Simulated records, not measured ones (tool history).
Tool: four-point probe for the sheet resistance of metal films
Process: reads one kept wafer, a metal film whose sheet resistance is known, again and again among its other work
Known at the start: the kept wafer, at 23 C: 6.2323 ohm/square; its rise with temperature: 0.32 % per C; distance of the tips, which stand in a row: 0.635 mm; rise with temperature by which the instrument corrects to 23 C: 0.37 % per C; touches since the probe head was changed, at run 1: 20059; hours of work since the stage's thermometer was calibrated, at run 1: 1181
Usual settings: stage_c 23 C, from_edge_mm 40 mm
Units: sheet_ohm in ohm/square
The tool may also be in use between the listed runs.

run,day,stage_c,from_edge_mm,touches since the probe head was changed,hours of work since the stage's thermometer was calibrated,sheet_ohm
1,0,23,40,20059,1181,6.234169
2,1.121,23,40,21166,1202,6.23355
3,1.621,23,40,21659,1211,6.23322
4,2.4,23,40,22429,1226,6.232408
5,3.488,23,40,23502,1246,6.232968
6,4.417,23,40,24418,1263,6.234793
7,5.008,23,40,25001,1274,6.232909
8,5.558,23,65,25545,1284,6.230596
9,6.312,23,15,26290,1298,6.238847
10,6.933,23,15,26901,1309,6.237897
11,7.608,23,8,27569,1322,6.251511
12,8.562,23,8,28509,1340,6.251529
13,9.275,23,40,29214,1353,6.233486
14,10.058,23,40,29988,1367,6.232722
15,11.146,25,29,31061,1387,6.227975
16,11.879,35,7,31783,1401,6.226075
17,12.933,27,7,32823,1421,6.248353
18,13.742,35,22,33624,1436,6.197248
19,14.525,29,22,34396,1450,6.215179
20,15.271,29,22,35130,1464,6.216882
21,16.162,22,21,36011,1480,6.238844
22,17.142,24,20,36980,1499,6.232172
23,17.867,31,5,37696,1512,6.259163
24,18.508,21,15,38326,1524,6.245741
25,19.517,21,15,39320,1542,6.243673
26,20.183,28,64,39981,1555,6.217884
27,20.892,29,10,40681,1568,6.226168
28,21.692,23,10,41469,1583,6.246515

Forecast each of these 5 alternatives for the next run:
A,22.462,19,32,42232,1597,?
B,22.462,28,10,42232,1597,?
C,22.462,19,68,42232,1597,?
D,22.462,28,10,42232,1597,?
E,22.462,23,24,42232,1597,?

run,sheet_ohm
A,6.248005
B,6.23071
C,6.243445
D,6.228653
E,6.232929
Without the tool's hidden state the same runs would have given:
run,sheet_ohm
A,6.248251
B,6.230954
C,6.243691
D,6.228896
E,6.233174
